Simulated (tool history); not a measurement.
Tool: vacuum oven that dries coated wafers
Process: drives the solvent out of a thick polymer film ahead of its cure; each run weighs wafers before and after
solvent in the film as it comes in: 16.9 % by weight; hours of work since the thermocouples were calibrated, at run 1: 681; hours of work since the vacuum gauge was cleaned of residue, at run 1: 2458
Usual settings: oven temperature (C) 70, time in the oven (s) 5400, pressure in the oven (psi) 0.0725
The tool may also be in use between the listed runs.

| run | hour | oven temperature (C) | time in the oven (s) | pressure in the oven (psi) | hours of work since the thermocouples were calibrated | hours of work since the vacuum gauge was cleaned of residue | solvent left in the film (%) |
|---|---|---|---|---|---|---|---|
| 1 | 0.0 | 70 | 5400 | 0.0725 | 681 | 2458 | 3.34 |
| 2 | 74.9 | 70 | 5400 | 0.2516 | 734 | 2511 | 3.61 |
| 3 | 170.4 | 70 | 5400 | 0.0468 | 801 | 2579 | 3.35 |
| 4 | 229.7 | 70 | 5400 | 0.0468 | 843 | 2620 | 3.28 |
|  | 239.9 | oven's thermocouples calibrated |
| 5 | 276.6 | 70 | 5400 | 0.0468 | 26 | 2652 | 3.10 |
| 6 | 337.3 | 59 | 2820 | 0.0468 | 69 | 2695 | 9.64 |
| 7 | 393.7 | 78 | 6240 | 0.0526 | 109 | 2735 | 0.88 |
| 8 | 500.7 | 78 | 6240 | 0.0526 | 184 | 2811 | 0.88 |
| 9 | 599.0 | 64 | 5400 | 0.0725 | 254 | 2880 | 5.19 |
| 10 | 647.6 | 70 | 5400 | 0.2374 | 288 | 2914 | 3.27 |

5 ways to go on from here, each from the tool as it stands after run 10. What would each give?
| A | 750.2 | 70 | 4860 | 0.0508 | 361 | 2987 | ? |
| B | 750.2 | 59 | 4560 | 0.0393 | 361 | 2987 | ? |
| C | 750.2 | 56 | 6840 | 0.1984 | 361 | 2987 | ? |
| D | 750.2 | 58 | 3300 | 0.1542 | 361 | 2987 | ? |
| E | 750.2 | 59 | 5640 | 0.2374 | 361 | 2987 | ? |

| run | solvent left in the film (%) |
|---|---|
| A | 3.47 |
| B | 7.58 |
| C | 7.25 |
| D | 9.46 |
| E | 6.88 |
Without the tool's hidden state the same runs would have given:
| run | solvent left in the film (%) |
|---|---|
| A | 3.84 |
| B | 7.92 |
| C | 7.59 |
| D | 9.76 |
| E | 7.25 |
